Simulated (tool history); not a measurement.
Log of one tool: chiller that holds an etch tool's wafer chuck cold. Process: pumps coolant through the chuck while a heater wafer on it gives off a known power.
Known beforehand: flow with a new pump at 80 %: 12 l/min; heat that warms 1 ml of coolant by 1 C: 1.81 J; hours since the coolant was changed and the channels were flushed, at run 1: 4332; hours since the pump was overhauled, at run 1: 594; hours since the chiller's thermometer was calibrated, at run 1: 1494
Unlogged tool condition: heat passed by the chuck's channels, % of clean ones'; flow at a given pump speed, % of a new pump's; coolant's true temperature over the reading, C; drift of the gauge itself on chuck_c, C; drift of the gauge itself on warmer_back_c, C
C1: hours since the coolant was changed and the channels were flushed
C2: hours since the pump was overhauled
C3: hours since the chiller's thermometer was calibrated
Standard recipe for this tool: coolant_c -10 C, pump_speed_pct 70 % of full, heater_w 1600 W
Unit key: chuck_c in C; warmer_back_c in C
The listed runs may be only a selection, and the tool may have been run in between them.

{"run": 1, "hour": 0.0, "coolant_c": -10, "pump_speed_pct": 70, "heater_w": 1600, "C1": 4332, "C2": 594, "C3": 1494, "chuck_c": 15.4, "warmer_back_c": 5.17}
{"run": 2, "hour": 46.6, "coolant_c": -10, "pump_speed_pct": 70, "heater_w": 1083, "C1": 4378, "C2": 641, "C3": 1540, "chuck_c": 7.3, "warmer_back_c": 3.49}
{"run": 3, "hour": 82.2, "coolant_c": -10, "pump_speed_pct": 70, "heater_w": 1083, "C1": 4414, "C2": 677, "C3": 1576, "chuck_c": 7.3, "warmer_back_c": 3.49}
{"run": 4, "hour": 102.5, "coolant_c": -10, "pump_speed_pct": 70, "heater_w": 2043, "C1": 4434, "C2": 697, "C3": 1596, "chuck_c": 22.4, "warmer_back_c": 6.54}
{"run": 5, "hour": 124.5, "coolant_c": -10, "pump_speed_pct": 70, "heater_w": 2043, "C1": 4456, "C2": 719, "C3": 1618, "chuck_c": 22.7, "warmer_back_c": 6.55}
{"run": 6, "hour": 156.5, "coolant_c": -10, "pump_speed_pct": 83, "heater_w": 1600, "C1": 4488, "C2": 751, "C3": 1650, "chuck_c": 11.9, "warmer_back_c": 4.3}
{"run": 7, "hour": 203.3, "coolant_c": -10, "pump_speed_pct": 83, "heater_w": 1600, "C1": 4535, "C2": 798, "C3": 1697, "chuck_c": 11.8, "warmer_back_c": 4.28}
{"run": 8, "hour": 247.5, "coolant_c": -10, "pump_speed_pct": 70, "heater_w": 1600, "C1": 4579, "C2": 842, "C3": 1741, "chuck_c": 15.7, "warmer_back_c": 5.16}
{"run": 9, "hour": 288.4, "coolant_c": -8, "pump_speed_pct": 70, "heater_w": 1600, "C1": 4620, "C2": 883, "C3": 1782, "chuck_c": 17.7, "warmer_back_c": 5.16}
{"run": 10, "hour": 327.7, "coolant_c": -8, "pump_speed_pct": 70, "heater_w": 1600, "C1": 4659, "C2": 922, "C3": 1821, "chuck_c": 17.8, "warmer_back_c": 5.16}
{"run": 11, "hour": 358.8, "coolant_c": -8, "pump_speed_pct": 70, "heater_w": 1600, "C1": 4690, "C2": 953, "C3": 1853, "chuck_c": 18.0, "warmer_back_c": 5.17}
{"run": 12, "hour": 404.5, "coolant_c": -10, "pump_speed_pct": 81, "heater_w": 1600, "C1": 4736, "C2": 999, "C3": 1898, "chuck_c": 12.8, "warmer_back_c": 4.42}
{"run": 13, "hour": 426.0, "coolant_c": -10, "pump_speed_pct": 81, "heater_w": 1600, "C1": 4758, "C2": 1020, "C3": 1920, "chuck_c": 12.8, "warmer_back_c": 4.48}
{"run": 14, "hour": 465.2, "coolant_c": -10, "pump_speed_pct": 81, "heater_w": 1600, "C1": 4797, "C2": 1060, "C3": 1959, "chuck_c": 12.9, "warmer_back_c": 4.45}
{"run": 15, "hour": 504.4, "coolant_c": -10, "pump_speed_pct": 81, "heater_w": 1600, "C1": 4836, "C2": 1099, "C3": 1998, "chuck_c": 12.9, "warmer_back_c": 4.48}
{"run": 16, "hour": 536.6, "coolant_c": -9, "pump_speed_pct": 81, "heater_w": 1600, "C1": 4868, "C2": 1131, "C3": 2030, "chuck_c": 13.9, "warmer_back_c": 4.43}
{"run": 17, "hour": 584.0, "coolant_c": -9, "pump_speed_pct": 99, "heater_w": 1600, "C1": 4916, "C2": 1178, "C3": 2078, "chuck_c": 9.9, "warmer_back_c": 3.57}
{"run": 18, "hour": 615.0, "coolant_c": -7, "pump_speed_pct": 70, "heater_w": 1422, "C1": 4947, "C2": 1209, "C3": 2109, "chuck_c": 16.5, "warmer_back_c": 4.56}
{"run": 19, "hour": 642.6, "coolant_c": -7, "pump_speed_pct": 70, "heater_w": 1422, "C1": 4974, "C2": 1237, "C3": 2136, "chuck_c": 16.5, "warmer_back_c": 4.62}
{"run": 20, "hour": 669.6, "coolant_c": -7, "pump_speed_pct": 73, "heater_w": 1515, "C1": 5001, "C2": 1264, "C3": 2163, "chuck_c": 17.0, "warmer_back_c": 4.71}
{"run": 21, "hour": 705.7, "coolant_c": -7, "pump_speed_pct": 73, "heater_w": 1515, "C1": 5037, "C2": 1300, "C3": 2199, "chuck_c": 17.3, "warmer_back_c": 4.63}
{"run": 22, "hour": 734.5, "coolant_c": -10, "pump_speed_pct": 65, "heater_w": 1600, "C1": 5066, "C2": 1329, "C3": 2228, "chuck_c": 18.6, "warmer_back_c": 5.7}
{"hour": 751.3, "done": "coolant changed, channels flushed"}
{"run": 23, "hour": 762.5, "coolant_c": -10, "pump_speed_pct": 65, "heater_w": 1600, "C1": 11, "C2": 1351, "C3": 2250, "chuck_c": 13.8, "warmer_back_c": 5.71}
{"run": 24, "hour": 811.1, "coolant_c": -10, "pump_speed_pct": 87, "heater_w": 1600, "C1": 60, "C2": 1399, "C3": 2299, "chuck_c": 8.4, "warmer_back_c": 4.1}
{"run": 25, "hour": 854.6, "coolant_c": -6, "pump_speed_pct": 75, "heater_w": 1600, "C1": 103, "C2": 1443, "C3": 2342, "chuck_c": 14.9, "warmer_back_c": 4.84}
{"run": 26, "hour": 895.1, "coolant_c": -6, "pump_speed_pct": 75, "heater_w": 1078, "C1": 144, "C2": 1483, "C3": 2383, "chuck_c": 8.3, "warmer_back_c": 3.28}
{"run": 27, "hour": 922.1, "coolant_c": -6, "pump_speed_pct": 75, "heater_w": 1078, "C1": 171, "C2": 1510, "C3": 2410, "chuck_c": 8.4, "warmer_back_c": 3.29}
{"run": 28, "hour": 950.9, "coolant_c": -4, "pump_speed_pct": 69, "heater_w": 1767, "C1": 200, "C2": 1539, "C3": 2439, "chuck_c": 21.2, "warmer_back_c": 5.87}
{"run": 29, "hour": 982.3, "coolant_c": -19, "pump_speed_pct": 69, "heater_w": 1084, "C1": 231, "C2": 1571, "C3": 2470, "chuck_c": -3.4, "warmer_back_c": 3.64}
{"run": 30, "hour": 1025.9, "coolant_c": -15, "pump_speed_pct": 85, "heater_w": 822, "C1": 275, "C2": 1614, "C3": 2514, "chuck_c": -5.0, "warmer_back_c": 2.14}
{"run": 31, "hour": 1050.0, "coolant_c": -15, "pump_speed_pct": 85, "heater_w": 822, "C1": 299, "C2": 1638, "C3": 2538, "chuck_c": -5.0, "warmer_back_c": 2.12}

Below, some changes in chuck_c between adjacent runs. For each, the amount present without the hidden state too (settings, incoming material, random variation) and the amount remaining for the hidden state with gauge scatter not shared by both compared results:
Run 3 -> 4: heater_w 1083 -> 2043. chuck_c +15.1 C: hidden state +2.3, all else +12.8.
Run 5 -> 6: pump_speed_pct 70 -> 83, heater_w 2043 -> 1600. chuck_c -10.8 C: hidden state -1.6, all else -9.2.
Run 22 -> 23: coolant changed, channels flushed. chuck_c -4.8 C: hidden state -4.6, all else -0.2.
Run 27 -> 28: coolant_c -6 -> -4, pump_speed_pct 75 -> 69, heater_w 1078 -> 1767. chuck_c +12.8 C: hidden state +0.4, all else +12.4.
Run 28 -> 29: coolant_c -4 -> -19, heater_w 1767 -> 1084. chuck_c -24.6 C: hidden state -0.3, all else -24.3.
